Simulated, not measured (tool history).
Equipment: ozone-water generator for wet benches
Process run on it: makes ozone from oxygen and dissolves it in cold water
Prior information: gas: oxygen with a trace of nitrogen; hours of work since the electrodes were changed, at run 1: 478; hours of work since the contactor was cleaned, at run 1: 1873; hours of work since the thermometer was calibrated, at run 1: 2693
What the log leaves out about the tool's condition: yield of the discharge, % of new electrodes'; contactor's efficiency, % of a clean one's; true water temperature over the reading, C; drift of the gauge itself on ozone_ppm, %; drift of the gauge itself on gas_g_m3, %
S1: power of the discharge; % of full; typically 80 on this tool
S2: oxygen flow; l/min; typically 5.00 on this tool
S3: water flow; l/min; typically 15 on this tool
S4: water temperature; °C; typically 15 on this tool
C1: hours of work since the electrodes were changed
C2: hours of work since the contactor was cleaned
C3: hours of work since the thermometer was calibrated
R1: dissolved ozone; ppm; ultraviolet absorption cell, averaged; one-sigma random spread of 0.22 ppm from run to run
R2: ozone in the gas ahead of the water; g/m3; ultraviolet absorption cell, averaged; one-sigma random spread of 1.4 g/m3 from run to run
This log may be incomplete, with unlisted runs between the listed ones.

{"run": 1, "day": 0.0, "S1": 80, "S2": 5.0, "S3": 15, "S4": 15, "C1": 478, "C2": 1873, "C3": 2693, "R1": 31.3, "R2": 265.6}
{"run": 2, "day": 1.712, "S1": 80, "S2": 5.0, "S3": 15, "S4": 15, "C1": 508, "C2": 1902, "C3": 2723, "R1": 31.4, "R2": 266.9}
{"run": 3, "day": 3.158, "S1": 80, "S2": 5.0, "S3": 15, "S4": 15, "C1": 533, "C2": 1927, "C3": 2747, "R1": 31.6, "R2": 265.8}
{"run": 4, "day": 5.396, "S1": 45, "S2": 5.0, "S3": 15, "S4": 15, "C1": 571, "C2": 1966, "C3": 2786, "R1": 18.9, "R2": 162.0}
{"run": 5, "day": 6.938, "S1": 45, "S2": 5.0, "S3": 15, "S4": 15, "C1": 598, "C2": 1992, "C3": 2812, "R1": 19.2, "R2": 162.2}
{"run": 6, "day": 8.796, "S1": 45, "S2": 5.0, "S3": 15, "S4": 15, "C1": 630, "C2": 2024, "C3": 2844, "R1": 18.7, "R2": 161.9}
{"run": 7, "day": 10.679, "S1": 45, "S2": 5.0, "S3": 15, "S4": 22, "C1": 662, "C2": 2056, "C3": 2877, "R1": 17.0, "R2": 162.5}
{"run": 8, "day": 13.2, "S1": 80, "S2": 5.0, "S3": 15, "S4": 12, "C1": 705, "C2": 2100, "C3": 2920, "R1": 32.8, "R2": 266.1}
{"run": 9, "day": 15.217, "S1": 80, "S2": 5.0, "S3": 15, "S4": 12, "C1": 740, "C2": 2134, "C3": 2955, "R1": 32.7, "R2": 266.4}
{"run": 10, "day": 17.017, "S1": 80, "S2": 5.0, "S3": 15, "S4": 12, "C1": 771, "C2": 2165, "C3": 2986, "R1": 32.6, "R2": 265.3}
{"run": 11, "day": 19.417, "S1": 80, "S2": 5.0, "S3": 15, "S4": 12, "C1": 812, "C2": 2207, "C3": 3027, "R1": 32.6, "R2": 265.4}
{"run": 12, "day": 21.717, "S1": 80, "S2": 5.0, "S3": 15, "S4": 12, "C1": 852, "C2": 2246, "C3": 3066, "R1": 32.9, "R2": 265.7}
{"run": 13, "day": 23.842, "S1": 80, "S2": 5.0, "S3": 15, "S4": 12, "C1": 888, "C2": 2283, "C3": 3103, "R1": 32.6, "R2": 266.9}
{"run": 14, "day": 25.438, "S1": 80, "S2": 5.0, "S3": 15, "S4": 15, "C1": 916, "C2": 2310, "C3": 3130, "R1": 31.0, "R2": 263.8}
{"run": 15, "day": 28.854, "S1": 80, "S2": 5.0, "S3": 15, "S4": 15, "C1": 974, "C2": 2369, "C3": 3189, "R1": 30.9, "R2": 263.4}
{"day": 31.858, "done": "water thermometer calibrated"}
{"run": 16, "day": 32.246, "S1": 80, "S2": 6.02, "S3": 15, "S4": 15, "C1": 1032, "C2": 2427, "C3": 7, "R1": 31.4, "R2": 239.5}
{"run": 17, "day": 34.888, "S1": 80, "S2": 6.02, "S3": 15, "S4": 15, "C1": 1078, "C2": 2472, "C3": 52, "R1": 31.0, "R2": 239.5}
{"run": 18, "day": 37.012, "S1": 80, "S2": 6.02, "S3": 15, "S4": 15, "C1": 1114, "C2": 2509, "C3": 89, "R1": 30.9, "R2": 240.7}
{"run": 19, "day": 38.588, "S1": 94, "S2": 5.0, "S3": 23, "S4": 18, "C1": 1141, "C2": 2536, "C3": 116, "R1": 23.2, "R2": 301.5}
{"run": 20, "day": 42.092, "S1": 94, "S2": 4.47, "S3": 23, "S4": 23, "C1": 1201, "C2": 2596, "C3": 176, "R1": 21.5, "R2": 321.9}
{"run": 21, "day": 45.208, "S1": 80, "S2": 5.0, "S3": 17, "S4": 22, "C1": 1255, "C2": 2650, "C3": 229, "R1": 25.1, "R2": 264.2}
{"run": 22, "day": 48.062, "S1": 88, "S2": 4.59, "S3": 23, "S4": 17, "C1": 1304, "C2": 2699, "C3": 279, "R1": 21.8, "R2": 302.5}
{"run": 23, "day": 50.208, "S1": 64, "S2": 6.14, "S3": 10, "S4": 15, "C1": 1341, "C2": 2735, "C3": 315, "R1": 33.8, "R2": 195.4}
{"run": 24, "day": 52.683, "S1": 51, "S2": 5.0, "S3": 15, "S4": 15, "C1": 1384, "C2": 2778, "C3": 358, "R1": 21.3, "R2": 178.7}
{"run": 25, "day": 55.354, "S1": 53, "S2": 3.4, "S3": 13, "S4": 17, "C1": 1429, "C2": 2824, "C3": 404, "R1": 23.8, "R2": 228.5}
{"run": 26, "day": 57.488, "S1": 91, "S2": 8.58, "S3": 24, "S4": 17, "C1": 1466, "C2": 2861, "C3": 441, "R1": 22.0, "R2": 221.5}
{"run": 27, "day": 60.929, "S1": 91, "S2": 8.58, "S3": 24, "S4": 17, "C1": 1525, "C2": 2920, "C3": 500, "R1": 22.1, "R2": 218.8}
{"run": 28, "day": 62.6, "S1": 95, "S2": 5.0, "S3": 15, "S4": 7, "C1": 1554, "C2": 2949, "C3": 528, "R1": 40.2, "R2": 305.9}
{"run": 29, "day": 64.658, "S1": 95, "S2": 5.0, "S3": 15, "S4": 7, "C1": 1589, "C2": 2984, "C3": 564, "R1": 40.3, "R2": 300.5}
{"run": 30, "day": 66.1, "S1": 80, "S2": 5.0, "S3": 21, "S4": 9, "C1": 1614, "C2": 3009, "C3": 589, "R1": 24.6, "R2": 260.4}
{"run": 31, "day": 67.588, "S1": 80, "S2": 5.0, "S3": 21, "S4": 9, "C1": 1640, "C2": 3034, "C3": 614, "R1": 24.5, "R2": 262.9}
{"run": 32, "day": 69.254, "S1": 67, "S2": 6.12, "S3": 20, "S4": 9, "C1": 1668, "C2": 3063, "C3": 643, "R1": 22.5, "R2": 201.8}
{"run": 33, "day": 72.112, "S1": 67, "S2": 6.12, "S3": 20, "S4": 9, "C1": 1718, "C2": 3112, "C3": 692, "R1": 22.5, "R2": 202.7}
{"run": 34, "day": 74.696, "S1": 80, "S2": 5.0, "S3": 15, "S4": 20, "C1": 1762, "C2": 3156, "C3": 736, "R1": 28.5, "R2": 260.6}

Here are 3 independent what-if runs from the current tool condition. What would each one return?
{"run": "A", "day": 77.262, "S1": 80, "S2": 6.35, "S3": 14, "S4": 20, "C1": 1806, "C2": 3201, "C3": 780, "R1": "?", "R2": "?"}
{"run": "B", "day": 77.262, "S1": 56, "S2": 5.49, "S3": 15, "S4": 15, "C1": 1806, "C2": 3201, "C3": 780, "R1": "?", "R2": "?"}
{"run": "C", "day": 77.262, "S1": 53, "S2": 3.35, "S3": 15, "S4": 15, "C1": 1806, "C2": 3201, "C3": 780, "R1": "?", "R2": "?"}

run=A R1=29.4 R2=231.6
run=B R1=22.9 R2=183.7
run=C R1=21.2 R2=226.6
Without the tool's unlogged condition, the same runs would have read:
run=A R1=30.7 R2=238.2
run=B R1=23.7 R2=187.4
run=C R1=21.9 R2=231.0
